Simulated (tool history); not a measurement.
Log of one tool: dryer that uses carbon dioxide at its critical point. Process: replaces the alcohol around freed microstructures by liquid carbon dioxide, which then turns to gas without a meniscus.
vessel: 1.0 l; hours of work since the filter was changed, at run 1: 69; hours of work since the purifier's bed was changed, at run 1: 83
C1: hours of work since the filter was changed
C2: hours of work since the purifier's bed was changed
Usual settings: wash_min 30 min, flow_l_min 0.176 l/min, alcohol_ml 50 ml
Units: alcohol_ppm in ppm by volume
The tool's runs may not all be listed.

{"run": 1, "hour": 0.0, "wash_min": 30, "flow_l_min": 0.176, "alcohol_ml": 50, "C1": 69, "C2": 83, "alcohol_ppm": 916}
{"run": 2, "hour": 9.3, "wash_min": 30, "flow_l_min": 0.136, "alcohol_ml": 50, "C1": 72, "C2": 87, "alcohol_ppm": 2360}
{"run": 3, "hour": 18.9, "wash_min": 30, "flow_l_min": 0.176, "alcohol_ml": 50, "C1": 76, "C2": 91, "alcohol_ppm": 961}
{"run": 4, "hour": 23.8, "wash_min": 30, "flow_l_min": 0.176, "alcohol_ml": 50, "C1": 78, "C2": 93, "alcohol_ppm": 926}
{"run": 5, "hour": 34.4, "wash_min": 30, "flow_l_min": 0.176, "alcohol_ml": 50, "C1": 82, "C2": 97, "alcohol_ppm": 921}
{"run": 6, "hour": 39.5, "wash_min": 30, "flow_l_min": 0.176, "alcohol_ml": 50, "C1": 84, "C2": 99, "alcohol_ppm": 935}
{"run": 7, "hour": 47.1, "wash_min": 30, "flow_l_min": 0.176, "alcohol_ml": 36, "C1": 87, "C2": 102, "alcohol_ppm": 679}
{"run": 8, "hour": 51.4, "wash_min": 30, "flow_l_min": 0.176, "alcohol_ml": 36, "C1": 89, "C2": 104, "alcohol_ppm": 683}
{"run": 9, "hour": 62.0, "wash_min": 36, "flow_l_min": 0.28, "alcohol_ml": 44, "C1": 93, "C2": 108, "alcohol_ppm": 35}
{"run": 10, "hour": 72.5, "wash_min": 18, "flow_l_min": 0.28, "alcohol_ml": 21, "C1": 97, "C2": 112, "alcohol_ppm": 456}
{"run": 11, "hour": 80.2, "wash_min": 18, "flow_l_min": 0.182, "alcohol_ml": 99, "C1": 100, "C2": 115, "alcohol_ppm": 8488}
{"run": 12, "hour": 85.1, "wash_min": 20, "flow_l_min": 0.176, "alcohol_ml": 100, "C1": 102, "C2": 117, "alcohol_ppm": 7341}
{"run": 13, "hour": 92.6, "wash_min": 23, "flow_l_min": 0.286, "alcohol_ml": 100, "C1": 105, "C2": 120, "alcohol_ppm": 663}
{"run": 14, "hour": 101.1, "wash_min": 27, "flow_l_min": 0.197, "alcohol_ml": 50, "C1": 109, "C2": 123, "alcohol_ppm": 939}
{"run": 15, "hour": 105.9, "wash_min": 27, "flow_l_min": 0.197, "alcohol_ml": 50, "C1": 110, "C2": 125, "alcohol_ppm": 945}
{"run": 16, "hour": 115.3, "wash_min": 35, "flow_l_min": 0.216, "alcohol_ml": 25, "C1": 114, "C2": 129, "alcohol_ppm": 93}

Some steps in alcohol_ppm between neighbouring runs. How much of each would the tool show without its hidden state too (settings, what came in, random variation), and how much is left for the hidden state, with any gauge scatter that isn't in both results?
The hidden state here: flow that reaches the vessel past the clogged filter, %; alcohol in the recycled carbon dioxide, ppm; drift of the gauge itself on alcohol_ppm, %.
Run 10 -> 11: flow_l_min 0.280 -> 0.182, alcohol_ml 21 -> 99. alcohol_ppm +8032 ppm by volume: hidden state +682, all else +7350.
